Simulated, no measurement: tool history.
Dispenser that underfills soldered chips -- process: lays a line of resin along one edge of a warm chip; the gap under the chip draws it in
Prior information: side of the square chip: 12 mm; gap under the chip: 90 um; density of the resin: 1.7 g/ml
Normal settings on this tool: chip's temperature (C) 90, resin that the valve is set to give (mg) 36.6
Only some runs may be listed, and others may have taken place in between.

run	hour	chip's temperature (C)	resin that the valve is set to give (mg)	time until the resin shows at the far edge (s)	resin that the valve gave (mg)
1	0.0	90	36.6	43.0	36.01
# hour 2.7: new syringe of resin
2	6.9	90	36.6	35.1	35.85
3	13.4	90	32.0	41.1	31.47
# hour 19.1: new syringe of resin
4	19.1	90	32.0	32.0	31.43
5	24.0	90	32.0	35.7	31.30
6	34.5	90	32.0	45.9	31.16
# hour 35.6: new syringe of resin
7	41.6	90	38.9	35.7	37.60
# hour 52.2: new syringe of resin
8	53.2	90	41.7	32.2	40.09
9	61.3	90	41.7	38.7	40.26
# hour 68.7: new syringe of resin
10	71.4	90	41.7	33.9	40.06
# hour 73.2: dispensing valve cleaned and set on the balance
11	79.0	90	41.7	39.9	41.23
# hour 86.1: new syringe of resin
12	90.3	86	43.4	41.8	42.94
13	101.8	83	38.3	63.6	37.73
# hour 102.7: new syringe of resin
14	109.9	97	36.7	26.9	36.01
# hour 119.1: new syringe of resin
15	121.7	97	36.7	24.4	35.76
16	132.6	98	47.2	30.1	45.86

Alternative continuations, all from the tool just after run 16; predict every row:
# hour 135.3: new syringe of resin
A	138.7	86	36.6	?	?
# hour 135.3: new syringe of resin
B	138.7	88	37.0	?	?
# hour 135.3: new syringe of resin
C	138.7	84	41.9	?	?
# hour 135.3: new syringe of resin
D	138.7	83	32.0	?	?
# hour 135.3: new syringe of resin
E	138.7	82	47.2	?	?

run	time until the resin shows at the far edge (s)	resin that the valve gave (mg)
A	41.6	35.72
B	38.4	36.05
C	45.3	40.90
D	49.7	31.02
E	50.8	46.09
The same runs, with their run-to-run variation unchanged, on a tool lacking any hidden condition would have given:
run	time until the resin shows at the far edge (s)	resin that the valve gave (mg)
A	35.9	36.73
B	33.3	37.07
C	39.2	42.05
D	42.9	31.90
E	44.1	47.39
